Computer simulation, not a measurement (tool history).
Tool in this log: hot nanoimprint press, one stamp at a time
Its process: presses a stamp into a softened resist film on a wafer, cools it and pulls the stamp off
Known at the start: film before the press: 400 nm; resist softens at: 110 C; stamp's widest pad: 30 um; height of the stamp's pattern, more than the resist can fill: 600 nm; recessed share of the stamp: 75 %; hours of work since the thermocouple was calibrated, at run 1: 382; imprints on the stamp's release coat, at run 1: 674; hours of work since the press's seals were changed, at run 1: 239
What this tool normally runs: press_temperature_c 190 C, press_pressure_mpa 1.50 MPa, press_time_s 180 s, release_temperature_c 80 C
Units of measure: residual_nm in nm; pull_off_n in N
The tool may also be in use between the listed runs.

run   hour  press_temperature_c  press_pressure_mpa  press_time_s  release_temperature_c  hours of work since the thermocouple was calibrated  imprints on the stamp's release coat  hours of work since the press's seals were changed  residual_nm  pull_off_n
  1    0.0                  190                1.50           180                     80                                                  382                                   674                                                 239        187.1         301
  2   14.3                  190                1.50           180                     77                                                  391                                   744                                                 248        187.5         312
  3   27.2                  190                1.50           180                     77                                                  400                                   808                                                 257        188.9         320
  4   37.9                  190                1.50           167                     80                                                  407                                   860                                                 264        192.5         320
  5   45.5                  190                1.50            95                     80                                                  412                                   898                                                 269        233.0         322
  6   59.9                  190                1.50            95                     80                                                  421                                   969                                                 278        231.3         331
  7   73.3                  190                1.38           180                     80                                                  430                                  1034                                                 287        197.3         332
  8   83.7                  190                1.50           273                     80                                                  437                                  1086                                                 294        162.8         331
      87.4  -- plate thermocouple calibrated
  9   93.5                  190                1.50           273                     80                                                    4                                  1120                                                 298        167.9         349
 10  104.3                  190                1.50           273                     80                                                   11                                  1172                                                 306        168.5         356
 11  110.4                  190                1.50           273                     80                                                   15                                  1202                                                 309        167.6         349
     114.1  -- plate thermocouple calibrated, once more
     121.4  -- stamp cleaned and given a new release coat
 12  132.9                  190                1.50           212                     80                                                    8                                    57                                                 318        173.2         245
 13  139.0                  190                1.50           135                     80                                                   12                                    87                                                 322        204.4         247
 14  149.9                  190                1.50           135                     80                                                   20                                   141                                                 330        202.2         247
 15  162.2                  190                1.50           135                     80                                                   28                                   202                                                 338        202.0         260
 16  169.6                  200                1.50           180                     66                                                   33                                   238                                                 343        138.0         279
 17  178.9                  196                1.50           180                     68                                                   39                                   284                                                 349        154.8         270
 18  191.0                  183                1.99           279                     82                                                   47                                   343                                                 357        172.0         254
 19  202.4                  190                1.32           180                     85                                                   54                                   399                                                 364        196.9         271
 20  209.3                  195                1.07           135                     85                                                   59                                   433                                                 369        209.5         264
 21  221.6                  190                1.91           180                     81                                                   67                                   494                                                 377        164.2         280
 22  232.0                  190                1.36           150                     87                                                   73                                   545                                                 383        208.0         277
 23  238.5                  190                1.10           150                     87                                                   78                                   577                                                 388        230.3         276
 24  248.6                  190                1.10           150                     87                                                   84                                   627                                                 394        228.1         286
 25  260.8                  190                1.50           110                     78                                                   92                                   687                                                 402        215.7         301
 26  268.5                  181                1.50           110                     78                                                   97                                   725                                                 407        277.2         297
 27  278.3                  190                1.48           282                     80                                                  104                                   773                                                 414        160.5         304
 28  285.6                  200                1.47           282                     78                                                  109                                   809                                                 419        119.6         316
 29  297.7                  196                2.07           180                     80                                                  117                                   869                                                 427        130.9         311

What if the next run were any one of these 3? Each begins from the tool's condition after run 29:
  A  305.2                  193                1.22           180                     80                                                  122                                   906                                                 432            ?           ?
  B  305.2                  196                1.39           180                     80                                                  122                                   906                                                 432            ?           ?
  C  305.2                  182                2.07           236                     80                                                  122                                   906                                                 432            ?           ?

run  residual_nm  pull_off_n
  A        190.3         315
  B        165.3         317
  C        187.2         328
With no hidden state in the tool, these same runs would have given:
run  residual_nm  pull_off_n
  A        184.7         231
  B        160.0         232
  C        179.2         240
